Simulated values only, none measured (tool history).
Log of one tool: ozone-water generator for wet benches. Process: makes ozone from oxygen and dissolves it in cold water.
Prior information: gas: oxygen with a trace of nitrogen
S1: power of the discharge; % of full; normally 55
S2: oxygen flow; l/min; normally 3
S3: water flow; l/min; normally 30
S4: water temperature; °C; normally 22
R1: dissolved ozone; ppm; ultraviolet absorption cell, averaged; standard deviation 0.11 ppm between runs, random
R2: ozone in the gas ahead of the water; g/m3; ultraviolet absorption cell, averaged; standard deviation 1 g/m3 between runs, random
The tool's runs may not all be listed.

| run | hour | S1 | S2 | S3 | S4 | R1 | R2 |
|---|---|---|---|---|---|---|---|
| 1 | 0 | 55 | 3 | 30 | 22 | 7.3 | 169.9 |
| 2 | 28.2 | 55 | 3 | 18 | 22 | 11.3 | 171.5 |
| 3 | 60.8 | 55 | 3 | 30 | 22 | 7.4 | 171.5 |
| 4 | 90 | 55 | 3 | 30 | 22 | 7.2 | 170.9 |
| 5 | 114.3 | 55 | 3 | 30 | 22 | 7.1 | 169.5 |
| 6 | 134.2 | 55 | 3 | 30 | 22 | 7.1 | 170.5 |
| 7 | 153.8 | 55 | 3 | 30 | 22 | 7.2 | 170.2 |
| 8 | 180.7 | 55 | 3 | 30 | 22 | 7.1 | 169.6 |
| 9 | 205.3 | 55 | 3 | 30 | 22 | 7.3 | 171 |
| 10 | 236.2 | 55 | 3 | 30 | 22 | 7.2 | 169.4 |
| 11 | 256.9 | 55 | 3 | 30 | 22 | 7.3 | 171.5 |
| 12 | 289.7 | 55 | 3 | 30 | 17 | 7.6 | 170.1 |
| 13 | 306.4 | 59 | 3 | 30 | 22 | 7.7 | 180.4 |
| 14 | 329.6 | 43 | 4.21 | 29 | 25 | 6.4 | 118.5 |
| 15 | 347 | 63 | 3 | 30 | 22 | 8.2 | 189.9 |
| 16 | 380.5 | 69 | 2.6 | 24 | 28 | 9.8 | 217.2 |
| 17 | 399.4 | 59 | 4.65 | 19 | 18 | 13 | 151.7 |
| 18 | 426.1 | 43 | 4.65 | 31 | 18 | 6.6 | 115.2 |
| 19 | 451.4 | 58 | 1.7 | 30 | 22 | 6 | 224.6 |
| 20 | 481.9 | 58 | 1.7 | 30 | 22 | 6.1 | 223.8 |
| 21 | 499.3 | 58 | 1.7 | 30 | 22 | 6 | 223.9 |
| 22 | 517.8 | 46 | 2.97 | 20 | 17 | 9.3 | 144.6 |
| 23 | 531.6 | 55 | 3 | 42 | 29 | 4.8 | 169.9 |
| 24 | 559.8 | 81 | 2.76 | 25 | 21 | 11.7 | 242.5 |

Here are 3 independent what-if runs from the current tool condition. What would each one return?
| A | 587.3 | 48 | 3 | 30 | 22 | ? | ? |
| B | 587.3 | 90 | 2.12 | 30 | 22 | ? | ? |
| C | 587.3 | 48 | 4.42 | 23 | 21 | ? | ? |

| run | R1 | R2 |
|---|---|---|
| A | 6 | 151.9 |
| B | 9.7 | 298.9 |
| C | 9 | 128.8 |
Without the tool's unlogged condition, the same runs would have read:
| run | R1 | R2 |
|---|---|---|
| A | 6.8 | 156 |
| B | 11.2 | 313.6 |
| C | 10 | 132.3 |
